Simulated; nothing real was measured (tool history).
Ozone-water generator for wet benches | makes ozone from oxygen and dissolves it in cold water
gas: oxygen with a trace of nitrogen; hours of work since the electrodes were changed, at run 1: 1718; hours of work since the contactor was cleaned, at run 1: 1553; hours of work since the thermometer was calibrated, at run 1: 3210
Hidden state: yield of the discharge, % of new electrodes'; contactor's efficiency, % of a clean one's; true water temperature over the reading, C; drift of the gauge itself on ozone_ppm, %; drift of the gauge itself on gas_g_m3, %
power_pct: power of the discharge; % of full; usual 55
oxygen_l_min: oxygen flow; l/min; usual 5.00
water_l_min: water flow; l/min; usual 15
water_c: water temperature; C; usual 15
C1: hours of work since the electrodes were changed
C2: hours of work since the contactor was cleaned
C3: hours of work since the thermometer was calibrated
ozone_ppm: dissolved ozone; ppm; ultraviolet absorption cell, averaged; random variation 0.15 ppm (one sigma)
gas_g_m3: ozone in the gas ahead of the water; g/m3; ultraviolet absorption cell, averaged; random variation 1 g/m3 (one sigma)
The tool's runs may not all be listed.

{"run": 1, "hour": 0.0, "power_pct": 55, "oxygen_l_min": 5.0, "water_l_min": 15, "water_c": 15, "C1": 1718, "C2": 1553, "C3": 3210, "ozone_ppm": 18.9, "gas_g_m3": 170.9}
{"run": 2, "hour": 95.8, "power_pct": 55, "oxygen_l_min": 5.0, "water_l_min": 15, "water_c": 15, "C1": 1789, "C2": 1624, "C3": 3281, "ozone_ppm": 19.0, "gas_g_m3": 172.7}
{"run": 3, "hour": 181.9, "power_pct": 55, "oxygen_l_min": 5.0, "water_l_min": 15, "water_c": 15, "C1": 1853, "C2": 1688, "C3": 3345, "ozone_ppm": 18.7, "gas_g_m3": 173.1}
{"run": 4, "hour": 245.3, "power_pct": 55, "oxygen_l_min": 5.0, "water_l_min": 15, "water_c": 15, "C1": 1900, "C2": 1735, "C3": 3393, "ozone_ppm": 18.9, "gas_g_m3": 174.0}
{"run": 5, "hour": 309.9, "power_pct": 55, "oxygen_l_min": 5.0, "water_l_min": 15, "water_c": 15, "C1": 1948, "C2": 1783, "C3": 3441, "ozone_ppm": 18.9, "gas_g_m3": 174.3}
{"run": 6, "hour": 367.1, "power_pct": 55, "oxygen_l_min": 5.0, "water_l_min": 15, "water_c": 15, "C1": 1991, "C2": 1826, "C3": 3483, "ozone_ppm": 18.8, "gas_g_m3": 175.7}
{"run": 7, "hour": 452.2, "power_pct": 55, "oxygen_l_min": 5.0, "water_l_min": 15, "water_c": 10, "C1": 2054, "C2": 1889, "C3": 3547, "ozone_ppm": 20.3, "gas_g_m3": 174.5}
{"run": 8, "hour": 493.6, "power_pct": 41, "oxygen_l_min": 5.0, "water_l_min": 15, "water_c": 10, "C1": 2085, "C2": 1920, "C3": 3577, "ozone_ppm": 17.1, "gas_g_m3": 146.1}
{"hour": 549.0, "done": "water thermometer calibrated"}
{"run": 9, "hour": 549.0, "power_pct": 55, "oxygen_l_min": 5.0, "water_l_min": 15, "water_c": 15, "C1": 2126, "C2": 1961, "C3": 0, "ozone_ppm": 18.4, "gas_g_m3": 175.9}
{"run": 10, "hour": 605.6, "power_pct": 55, "oxygen_l_min": 5.78, "water_l_min": 15, "water_c": 15, "C1": 2168, "C2": 2003, "C3": 42, "ozone_ppm": 19.1, "gas_g_m3": 165.8}
{"run": 11, "hour": 650.4, "power_pct": 55, "oxygen_l_min": 5.78, "water_l_min": 15, "water_c": 15, "C1": 2201, "C2": 2036, "C3": 75, "ozone_ppm": 19.0, "gas_g_m3": 164.1}
{"run": 12, "hour": 727.3, "power_pct": 55, "oxygen_l_min": 5.78, "water_l_min": 15, "water_c": 15, "C1": 2259, "C2": 2094, "C3": 133, "ozone_ppm": 19.2, "gas_g_m3": 164.7}
{"run": 13, "hour": 813.6, "power_pct": 55, "oxygen_l_min": 5.78, "water_l_min": 15, "water_c": 15, "C1": 2323, "C2": 2158, "C3": 197, "ozone_ppm": 19.0, "gas_g_m3": 165.0}
{"run": 14, "hour": 895.1, "power_pct": 55, "oxygen_l_min": 5.78, "water_l_min": 15, "water_c": 15, "C1": 2383, "C2": 2218, "C3": 258, "ozone_ppm": 19.1, "gas_g_m3": 164.4}
{"run": 15, "hour": 937.1, "power_pct": 55, "oxygen_l_min": 5.78, "water_l_min": 15, "water_c": 15, "C1": 2415, "C2": 2250, "C3": 289, "ozone_ppm": 18.8, "gas_g_m3": 165.1}
{"run": 16, "hour": 1017.4, "power_pct": 61, "oxygen_l_min": 5.0, "water_l_min": 15, "water_c": 20, "C1": 2474, "C2": 2309, "C3": 349, "ozone_ppm": 18.4, "gas_g_m3": 185.9}
{"run": 17, "hour": 1111.9, "power_pct": 61, "oxygen_l_min": 5.0, "water_l_min": 15, "water_c": 20, "C1": 2545, "C2": 2380, "C3": 419, "ozone_ppm": 18.9, "gas_g_m3": 186.6}
{"run": 18, "hour": 1175.2, "power_pct": 84, "oxygen_l_min": 5.0, "water_l_min": 15, "water_c": 20, "C1": 2592, "C2": 2427, "C3": 466, "ozone_ppm": 22.0, "gas_g_m3": 228.6}
{"run": 19, "hour": 1234.5, "power_pct": 84, "oxygen_l_min": 5.0, "water_l_min": 15, "water_c": 20, "C1": 2636, "C2": 2471, "C3": 510, "ozone_ppm": 22.1, "gas_g_m3": 227.7}
{"run": 20, "hour": 1319.0, "power_pct": 84, "oxygen_l_min": 5.0, "water_l_min": 15, "water_c": 20, "C1": 2699, "C2": 2534, "C3": 573, "ozone_ppm": 22.5, "gas_g_m3": 226.6}
{"hour": 1365.4, "done": "gauge calibrated"}
{"run": 21, "hour": 1365.4, "power_pct": 94, "oxygen_l_min": 5.0, "water_l_min": 15, "water_c": 15, "C1": 2733, "C2": 2568, "C3": 608, "ozone_ppm": 26.1, "gas_g_m3": 237.6}
{"run": 22, "hour": 1445.4, "power_pct": 73, "oxygen_l_min": 3.98, "water_l_min": 14, "water_c": 15, "C1": 2793, "C2": 2628, "C3": 667, "ozone_ppm": 23.0, "gas_g_m3": 223.6}
{"run": 23, "hour": 1497.7, "power_pct": 49, "oxygen_l_min": 3.98, "water_l_min": 18, "water_c": 9, "C1": 2832, "C2": 2667, "C3": 706, "ozone_ppm": 15.7, "gas_g_m3": 177.4}
{"run": 24, "hour": 1586.4, "power_pct": 49, "oxygen_l_min": 3.98, "water_l_min": 18, "water_c": 9, "C1": 2898, "C2": 2733, "C3": 772, "ozone_ppm": 15.5, "gas_g_m3": 175.9}
{"run": 25, "hour": 1673.3, "power_pct": 78, "oxygen_l_min": 4.14, "water_l_min": 15, "water_c": 20, "C1": 2963, "C2": 2798, "C3": 837, "ozone_ppm": 21.2, "gas_g_m3": 231.8}
{"run": 26, "hour": 1736.5, "power_pct": 96, "oxygen_l_min": 4.14, "water_l_min": 15, "water_c": 9, "C1": 3010, "C2": 2845, "C3": 884, "ozone_ppm": 27.9, "gas_g_m3": 259.8}
{"run": 27, "hour": 1826.2, "power_pct": 77, "oxygen_l_min": 2.98, "water_l_min": 9, "water_c": 12, "C1": 3076, "C2": 2911, "C3": 951, "ozone_ppm": 33.0, "gas_g_m3": 261.3}
{"run": 28, "hour": 1883.1, "power_pct": 90, "oxygen_l_min": 2.98, "water_l_min": 9, "water_c": 10, "C1": 3119, "C2": 2954, "C3": 993, "ozone_ppm": 38.1, "gas_g_m3": 288.0}
{"run": 29, "hour": 1976.7, "power_pct": 52, "oxygen_l_min": 3.18, "water_l_min": 9, "water_c": 10, "C1": 3188, "C2": 3023, "C3": 1063, "ozone_ppm": 27.5, "gas_g_m3": 205.4}

Forecast each of these 5 alternatives for the next run:
{"run": "A", "hour": 2033.9, "power_pct": 55, "oxygen_l_min": 5.0, "water_l_min": 17, "water_c": 13, "C1": 3231, "C2": 3066, "C3": 1105, "ozone_ppm": "?", "gas_g_m3": "?"}
{"run": "B", "hour": 2033.9, "power_pct": 41, "oxygen_l_min": 3.18, "water_l_min": 9, "water_c": 10, "C1": 3231, "C2": 3066, "C3": 1105, "ozone_ppm": "?", "gas_g_m3": "?"}
{"run": "C", "hour": 2033.9, "power_pct": 48, "oxygen_l_min": 5.0, "water_l_min": 23, "water_c": 19, "C1": 3231, "C2": 3066, "C3": 1105, "ozone_ppm": "?", "gas_g_m3": "?"}
{"run": "D", "hour": 2033.9, "power_pct": 79, "oxygen_l_min": 3.18, "water_l_min": 9, "water_c": 10, "C1": 3231, "C2": 3066, "C3": 1105, "ozone_ppm": "?", "gas_g_m3": "?"}
{"run": "E", "hour": 2033.9, "power_pct": 85, "oxygen_l_min": 5.68, "water_l_min": 15, "water_c": 8, "C1": 3231, "C2": 3066, "C3": 1105, "ozone_ppm": "?", "gas_g_m3": "?"}

run=A ozone_ppm=17.6 gas_g_m3=175.2
run=B ozone_ppm=24.0 gas_g_m3=178.3
run=C ozone_ppm=11.6 gas_g_m3=161.8
run=D ozone_ppm=35.4 gas_g_m3=262.2
run=E ozone_ppm=27.0 gas_g_m3=214.6
Without the tool's hidden state the same runs would have given:
run=A ozone_ppm=17.6 gas_g_m3=172.8
run=B ozone_ppm=24.0 gas_g_m3=175.9
run=C ozone_ppm=11.6 gas_g_m3=159.6
run=D ozone_ppm=35.4 gas_g_m3=258.7
run=E ozone_ppm=27.1 gas_g_m3=211.7

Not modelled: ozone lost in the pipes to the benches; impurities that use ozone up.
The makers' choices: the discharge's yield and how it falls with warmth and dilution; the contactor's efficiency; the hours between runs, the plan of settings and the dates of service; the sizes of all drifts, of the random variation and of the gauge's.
